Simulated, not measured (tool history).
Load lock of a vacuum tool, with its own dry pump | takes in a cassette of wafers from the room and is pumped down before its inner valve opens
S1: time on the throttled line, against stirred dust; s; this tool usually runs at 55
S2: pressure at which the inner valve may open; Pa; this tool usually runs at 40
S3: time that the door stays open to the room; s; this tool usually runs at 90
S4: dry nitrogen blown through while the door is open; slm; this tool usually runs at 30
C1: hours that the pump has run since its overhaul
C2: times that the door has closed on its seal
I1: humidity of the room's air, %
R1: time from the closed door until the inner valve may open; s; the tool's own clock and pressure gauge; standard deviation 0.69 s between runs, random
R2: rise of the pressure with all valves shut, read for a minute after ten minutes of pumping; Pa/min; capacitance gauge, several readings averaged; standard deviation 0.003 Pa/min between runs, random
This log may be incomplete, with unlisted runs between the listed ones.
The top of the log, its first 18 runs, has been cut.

| run | hour | S1 | S2 | S3 | S4 | C1 | C2 | I1 | R1 | R2 |
|---|---|---|---|---|---|---|---|---|---|---|
| 19 | 4288.1 | 87 | 59 | 90 | 7 | 11795 | 76484 | 46.8 | 123.8 | 0.047 |
| 20 | 4476.6 | 87 | 59 | 90 | 21 | 11984 | 77395 | 45.6 | 125.5 | 0.037 |
|  | 4609.6 | door's seal changed, seat wiped |
| 21 | 4692.6 | 87 | 59 | 90 | 21 | 12198 | 402 | 46.8 | 125.5 | 0.032 |
| 22 | 4964.5 | 92 | 40 | 90 | 30 | 12470 | 1716 | 45.1 | 131.0 | 0.031 |
| 23 | 5222.6 | 92 | 35 | 90 | 30 | 12728 | 2963 | 47.3 | 131.4 | 0.030 |
| 24 | 5450.9 | 92 | 35 | 90 | 30 | 12957 | 4066 | 45.1 | 132.5 | 0.027 |
| 25 | 5757.5 | 33 | 68 | 113 | 10 | 13263 | 5547 | 46.6 | 82.1 | 0.051 |
| 26 | 6084.0 | 46 | 68 | 113 | 9 | 13590 | 7125 | 42.8 | 94.0 | 0.050 |
| 27 | 6244.4 | 55 | 71 | 45 | 30 | 13750 | 7900 | 41.3 | 99.2 | 0.016 |
| 28 | 6566.6 | 29 | 36 | 70 | 19 | 14072 | 9457 | 48.7 | 84.3 | 0.032 |
| 29 | 6842.7 | 29 | 49 | 25 | 19 | 14348 | 10791 | 46.6 | 82.7 | 0.015 |
| 30 | 7002.1 | 39 | 33 | 141 | 12 | 14508 | 11561 | 44.6 | 91.5 | 0.058 |
| 31 | 7206.2 | 29 | 33 | 141 | 11 | 14712 | 12548 | 43.6 | 84.3 | 0.052 |
|  | 7325.3 | dry pump taken out, an overhauled one fitted |
| 32 | 7522.4 | 55 | 68 | 90 | 30 | 197 | 14046 | 43.3 | 99.3 | 0.027 |
| 33 | 7715.6 | 81 | 40 | 90 | 30 | 390 | 14980 | 44.5 | 125.3 | 0.025 |
| 34 | 8010.2 | 81 | 40 | 90 | 30 | 685 | 16404 | 44.9 | 124.0 | 0.033 |
| 35 | 8255.9 | 81 | 40 | 90 | 30 | 931 | 17591 | 47.6 | 123.2 | 0.032 |
| 36 | 8531.7 | 81 | 40 | 56 | 7 | 1206 | 18923 | 44.2 | 122.8 | 0.033 |

What if the next run were any one of these 3? Each begins from the tool's condition after run 36:
| A | 8752.0 | 43 | 54 | 132 | 30 | 1427 | 19988 | 41.8 | ? | ? |
| B | 8752.0 | 69 | 73 | 90 | 9 | 1427 | 19988 | 46.5 | ? | ? |
| C | 8752.0 | 55 | 40 | 62 | 30 | 1427 | 19988 | 45.5 | ? | ? |

| run | R1 | R2 |
|---|---|---|
| A | 92.4 | 0.040 |
| B | 109.5 | 0.041 |
| C | 103.3 | 0.026 |
The same runs, with their run-to-run variation unchanged, on a tool lacking any hidden condition would have given:
| run | R1 | R2 |
|---|---|---|
| A | 92.4 | 0.040 |
| B | 109.5 | 0.041 |
| C | 103.3 | 0.026 |

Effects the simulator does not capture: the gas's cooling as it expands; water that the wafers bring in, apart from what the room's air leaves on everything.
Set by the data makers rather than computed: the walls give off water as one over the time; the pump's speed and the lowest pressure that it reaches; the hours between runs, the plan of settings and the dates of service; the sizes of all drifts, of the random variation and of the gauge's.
